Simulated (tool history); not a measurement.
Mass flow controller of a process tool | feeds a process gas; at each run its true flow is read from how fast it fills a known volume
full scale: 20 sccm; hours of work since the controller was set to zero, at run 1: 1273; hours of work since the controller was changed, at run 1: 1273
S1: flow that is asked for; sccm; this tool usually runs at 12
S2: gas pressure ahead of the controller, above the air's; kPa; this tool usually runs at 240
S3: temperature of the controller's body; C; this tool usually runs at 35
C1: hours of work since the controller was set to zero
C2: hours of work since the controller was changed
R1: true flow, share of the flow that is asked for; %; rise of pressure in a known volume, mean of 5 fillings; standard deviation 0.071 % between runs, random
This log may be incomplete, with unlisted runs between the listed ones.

run 1 day=0.000 | S1=12 S2=240 S3=35 | C1=1273 C2=1273 | R1=99.70
run 2 day=2.825 | S1=12 S2=240 S3=35 | C1=1326 C2=1326 | R1=99.58
run 3 day=5.262 | S1=12 S2=240 S3=35 | C1=1371 C2=1371 | R1=99.55
run 4 day=7.567 | S1=12 S2=240 S3=35 | C1=1415 C2=1415 | R1=99.54
run 5 day=11.833 | S1=12 S2=240 S3=24 | C1=1495 C2=1495 | R1=99.27
run 6 day=15.296 | S1=12 S2=240 S3=24 | C1=1560 C2=1560 | R1=99.11
run 7 day=17.833 | S1=11 S2=151 S3=35 | C1=1607 C2=1607 | R1=99.72
-- day=18.250 controller's zero set anew
run 8 day=21.717 | S1=3 S2=180 S3=23 | C1=65 C2=1680 | R1=94.30
run 9 day=24.071 | S1=9 S2=275 S3=32 | C1=109 C2=1724 | R1=98.17
run 10 day=27.367 | S1=9 S2=275 S3=32 | C1=171 C2=1786 | R1=98.23
run 11 day=30.012 | S1=9 S2=275 S3=32 | C1=221 C2=1835 | R1=98.32

4 options for the next run, each taken on its own from the tool as it stands now. Forecast them:
run A day=33.062 | S1=15 S2=240 S3=34 | C1=278 C2=1892 | R1=?
run B day=33.062 | S1=9 S2=152 S3=40 | C1=278 C2=1892 | R1=?
run C day=33.062 | S1=14 S2=251 S3=30 | C1=278 C2=1892 | R1=?
run D day=33.062 | S1=7 S2=193 S3=40 | C1=278 C2=1892 | R1=?

run=A R1=99.90
run=B R1=99.04
run=C R1=99.29
run=D R1=98.11
With no hidden state in the tool, these same runs would have given:
run=A R1=99.86
run=B R1=99.74
run=C R1=99.33
run=D R1=99.33
